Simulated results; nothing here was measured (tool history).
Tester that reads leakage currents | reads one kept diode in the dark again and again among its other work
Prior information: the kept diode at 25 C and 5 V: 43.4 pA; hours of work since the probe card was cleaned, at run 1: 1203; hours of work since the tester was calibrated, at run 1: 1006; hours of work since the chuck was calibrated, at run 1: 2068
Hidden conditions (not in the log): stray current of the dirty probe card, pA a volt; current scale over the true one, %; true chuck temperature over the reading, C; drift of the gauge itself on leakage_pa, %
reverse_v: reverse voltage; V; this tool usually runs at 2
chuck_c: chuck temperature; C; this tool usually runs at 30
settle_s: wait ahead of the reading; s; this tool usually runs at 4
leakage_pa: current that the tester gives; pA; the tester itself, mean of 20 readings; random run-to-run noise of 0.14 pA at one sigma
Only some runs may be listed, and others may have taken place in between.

| run | day | reverse_v | chuck_c | settle_s | hours of work since the probe card was cleaned | hours of work since the tester was calibrated | hours of work since the chuck was calibrated | leakage_pa |
|---|---|---|---|---|---|---|---|---|
| 1 | 0 | 2 | 30 | 4 | 1203 | 1006 | 2068 | 48.05 |
| 2 | 2.754 | 18.05 | 30 | 4 | 1245 | 1048 | 2110 | 149.53 |
| 3 | 4.304 | 18.05 | 30 | 4 | 1269 | 1072 | 2134 | 151.36 |
| 4 | 6.45 | 18.05 | 30 | 4 | 1302 | 1105 | 2167 | 151.71 |
| 5 | 8.971 | 2 | 30 | 4 | 1341 | 1143 | 2206 | 48.66 |
| 6 | 10.683 | 12.88 | 30 | 4 | 1367 | 1170 | 2232 | 127.04 |
| 7 | 12.504 | 12.88 | 30 | 4 | 1395 | 1198 | 2260 | 128.05 |
| 8 | 14.712 | 12.88 | 30 | 4 | 1429 | 1232 | 2294 | 128.49 |
| 9 | 16.917 | 12.88 | 30 | 4 | 1463 | 1265 | 2328 | 129.31 |
| 10 | 19.408 | 12.88 | 30 | 4 | 1501 | 1304 | 2366 | 129.18 |
| 11 | 21.346 | 12.88 | 30 | 4 | 1531 | 1333 | 2396 | 130.7 |
| 12 | 24 | 12.88 | 30 | 4 | 1571 | 1374 | 2437 | 131.28 |
|  | 24.55 | chuck's temperature calibrated |
| 13 | 27.254 | 12.88 | 30 | 4 | 1620 | 1423 | 41 | 127.04 |

Run 14, settings as shown, results not yet in. Your forecast:
|  | 29.229 | probe card cleaned and baked |
| 14 | 29.229 | 12.88 | 30 | 4 | 0 | 1451 | 70 | ? |

{"run 14": {"leakage_pa": 95.27}}
Minus the tool's unlogged condition, the same run would have read leakage_pa 95.16 pA.
